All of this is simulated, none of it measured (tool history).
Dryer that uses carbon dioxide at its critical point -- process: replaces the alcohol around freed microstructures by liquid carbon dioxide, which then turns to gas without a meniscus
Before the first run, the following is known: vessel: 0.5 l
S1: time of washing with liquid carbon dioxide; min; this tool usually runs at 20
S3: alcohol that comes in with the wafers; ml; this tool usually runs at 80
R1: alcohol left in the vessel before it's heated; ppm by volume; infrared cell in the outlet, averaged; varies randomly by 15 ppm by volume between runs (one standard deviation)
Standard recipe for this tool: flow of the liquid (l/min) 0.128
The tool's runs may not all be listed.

Run 1, hour 0: usual settings. Result: R1 1191 ppm by volume.
At hour 46: purifier's bed changed.
Run 2, hour 63.1: usual settings. Result: R1 1252 ppm by volume.
Run 3, hour 122.9: usual settings. Result: R1 1312 ppm by volume.
Run 4, hour 171.8: usual settings but S3 30 ml. Result: R1 584 ppm by volume.
Run 5, hour 201.1: usual settings but S3 30 ml. Result: R1 603 ppm by volume.
Run 6, hour 236.1: usual settings but S3 30 ml. Result: R1 633 ppm by volume.
At hour 259: inlet filter changed.
Run 7, hour 269: usual settings but S3 30 ml. Result: R1 383 ppm by volume.
Run 8, hour 332.2: usual settings but flow of the liquid (l/min) 0.084, S3 30 ml. Result: R1 2436 ppm by volume.
Run 9, hour 390.4: usual settings but S1 18 min, flow of the liquid (l/min) 0.084, S3 30 ml. Result: R1 3517 ppm by volume.
Run 10, hour 439.7: usual settings but S1 14 min, flow of the liquid (l/min) 0.104. Result: R1 10952 ppm by volume.
Run 11, hour 472.5: usual settings but S1 14 min, flow of the liquid (l/min) 0.104. Result: R1 11223 ppm by volume.
Run 12, hour 527.6: usual settings but flow of the liquid (l/min) 0.146, S3 36 ml. Result: R1 383 ppm by volume.
At hour 577.8: inlet filter changed.
Run 13, hour 587: usual settings but flow of the liquid (l/min) 0.146, S3 36 ml. Result: R1 262 ppm by volume.
Run 14, hour 626.3: usual settings but flow of the liquid (l/min) 0.086, S3 34 ml. Result: R1 2575 ppm by volume.
Run 15, hour 677.7: usual settings but S1 15 min, flow of the liquid (l/min) 0.21. Result: R1 376 ppm by volume.
Run 16, hour 738.1: usual settings but S1 32 min, flow of the liquid (l/min) 0.127, S3 37 ml. Result: R1 76 ppm by volume.
Run 17, hour 778.8: usual settings but S1 19 min, flow of the liquid (l/min) 0.169, S3 56 ml. Result: R1 321 ppm by volume.

Below are 3 alternative next runs, each starting from the tool's condition after run 17. Predict each:
Run A, hour 836.7: usual settings but S1 30 min, flow of the liquid (l/min) 0.138, S3 42 ml. Result: R1 ?.
Run B, hour 836.7: usual settings but S1 16 min, flow of the liquid (l/min) 0.207, S3 78 ml. Result: R1 ?.
Run C, hour 836.7: usual settings but S1 18 min, S3 81 ml. Result: R1 ?.

run    R1
  A    92
  B   414
  C  2670
Take away the tool's hidden state, keep each run's random variation, and the runs would have read:
run    R1
  A    30
  B   195
  C  1657
